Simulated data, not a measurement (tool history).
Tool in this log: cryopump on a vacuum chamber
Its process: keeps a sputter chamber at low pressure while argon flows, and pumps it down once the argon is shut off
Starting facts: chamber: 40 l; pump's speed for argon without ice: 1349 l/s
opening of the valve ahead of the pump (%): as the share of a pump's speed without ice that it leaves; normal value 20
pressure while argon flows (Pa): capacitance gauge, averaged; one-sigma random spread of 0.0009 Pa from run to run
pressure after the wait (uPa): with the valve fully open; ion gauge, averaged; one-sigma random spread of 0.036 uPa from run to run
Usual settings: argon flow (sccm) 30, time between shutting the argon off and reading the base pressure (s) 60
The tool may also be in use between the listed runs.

| run | hour | argon flow (sccm) | time between shutting the argon off and reading the base pressure (s) | opening of the valve ahead of the pump (%) | pressure while argon flows (Pa) | pressure after the wait (uPa) |
|---|---|---|---|---|---|---|
| 1 | 0 | 30 | 60 | 20 | 0.1885 | 4.72 |
| 2 | 26.6 | 30 | 60 | 20 | 0.1873 | 4.8 |
| 3 | 44.8 | 30 | 60 | 20 | 0.1873 | 4.83 |
| 4 | 67.3 | 30 | 60 | 20 | 0.1891 | 4.98 |
| 5 | 90.4 | 30 | 60 | 20 | 0.1901 | 4.92 |
| 6 | 120.5 | 30 | 60 | 20 | 0.1914 | 5.06 |
| 7 | 143.3 | 30 | 90 | 20 | 0.1918 | 4.49 |
| 8 | 171.6 | 30 | 90 | 20 | 0.1916 | 4.62 |
|  | 200.4 | leaking fittings of the chamber tightened, without venting |
| 9 | 206.2 | 30 | 90 | 20 | 0.1922 | 1.43 |
| 10 | 226.9 | 30 | 90 | 20 | 0.1933 | 1.51 |
| 11 | 256.9 | 30 | 90 | 20 | 0.1921 | 1.47 |
| 12 | 276.4 | 30 | 90 | 20 | 0.1944 | 1.47 |
| 13 | 295.5 | 30 | 90 | 20 | 0.1955 | 1.49 |
| 14 | 324.8 | 30 | 90 | 20 | 0.1951 | 1.61 |
| 15 | 353.1 | 30 | 90 | 20 | 0.1955 | 1.64 |
| 16 | 387.9 | 30 | 90 | 20 | 0.1974 | 1.66 |
| 17 | 418.6 | 30 | 60 | 17 | 0.229 | 2.27 |
| 18 | 458.9 | 49 | 212 | 42 | 0.163 | 1.09 |
| 19 | 479.6 | 49 | 212 | 42 | 0.1644 | 1.16 |
| 20 | 506.8 | 23 | 60 | 25 | 0.1247 | 2.41 |
| 21 | 539.6 | 30 | 41 | 20 | 0.2012 | 3.24 |
| 22 | 574.1 | 24 | 119 | 46 | 0.0771 | 1.66 |
| 23 | 608.3 | 24 | 119 | 46 | 0.0777 | 1.65 |
| 24 | 641.9 | 24 | 119 | 46 | 0.0776 | 1.77 |
| 25 | 674 | 24 | 119 | 46 | 0.0792 | 1.8 |
| 26 | 709.2 | 50 | 137 | 23 | 0.307 | 1.81 |
| 27 | 735.8 | 16 | 137 | 23 | 0.0989 | 1.8 |
| 28 | 758.8 | 16 | 137 | 23 | 0.0975 | 1.9 |
|  | 776.5 | pump warmed up, emptied and cooled again |
| 29 | 804.8 | 30 | 60 | 32 | 0.1185 | 2.5 |
| 30 | 828.1 | 30 | 59 | 42 | 0.0899 | 2.6 |
| 31 | 852.7 | 45 | 60 | 30 | 0.1893 | 2.61 |
| 32 | 881.1 | 30 | 141 | 25 | 0.1533 | 1.57 |
| 33 | 905 | 30 | 141 | 25 | 0.1554 | 1.65 |
| 34 | 925.5 | 30 | 144 | 54 | 0.0722 | 1.59 |

Subtracting, for every run, the result it would have given without the tool's unlogged condition from the measured result gives the following. The same run-to-run variation enters both numbers; the gauge's scatter may not:
The hidden state here: pump's speed, % of a pump's without ice; cold plate's temperature, K; leak into the chamber, uPa l/s; drift of the gauge itself on working_pa, %; drift of the gauge itself on base_upa, %.
| run | pressure while argon flows (Pa) | pressure after the wait (uPa) |
|---|---|---|
| 1 | +0.0006 | +2.76 |
| 2 | +0.0011 | +2.82 |
| 3 | +0.0014 | +2.84 |
| 4 | +0.0019 | +2.96 |
| 5 | +0.0023 | +2.96 |
| 6 | +0.0029 | +3.07 |
| 7 | +0.0033 | +3.09 |
| 8 | +0.0039 | +3.22 |
| 9 | +0.0045 | +0.07 |
| 10 | +0.0051 | +0.1 |
| 11 | +0.0056 | +0.13 |
| 12 | +0.0062 | +0.15 |
| 13 | +0.0066 | +0.16 |
| 14 | +0.0072 | +0.2 |
| 15 | +0.008 | +0.24 |
| 16 | +0.0089 | +0.27 |
| 17 | +0.0096 | +0.31 |
| 18 | +0.0177 | +0.37 |
| 19 | +0.0185 | +0.41 |
| 20 | +0.0094 | +0.44 |
| 21 | +0.0134 | +0.49 |
| 22 | +0.0116 | +0.55 |
| 23 | +0.0125 | +0.59 |
| 24 | +0.0135 | +0.67 |
| 25 | +0.0144 | +0.72 |
| 26 | +0.0324 | +0.79 |
| 27 | +0.0109 | +0.83 |
| 28 | +0.0112 | +0.9 |
| 29 | +0.0013 | +0.54 |
| 30 | +0.0017 | +0.57 |
| 31 | +0.0032 | +0.6 |
| 32 | +0.0027 | +0.62 |
| 33 | +0.0031 | +0.66 |
| 34 | +0.0035 | +0.67 |

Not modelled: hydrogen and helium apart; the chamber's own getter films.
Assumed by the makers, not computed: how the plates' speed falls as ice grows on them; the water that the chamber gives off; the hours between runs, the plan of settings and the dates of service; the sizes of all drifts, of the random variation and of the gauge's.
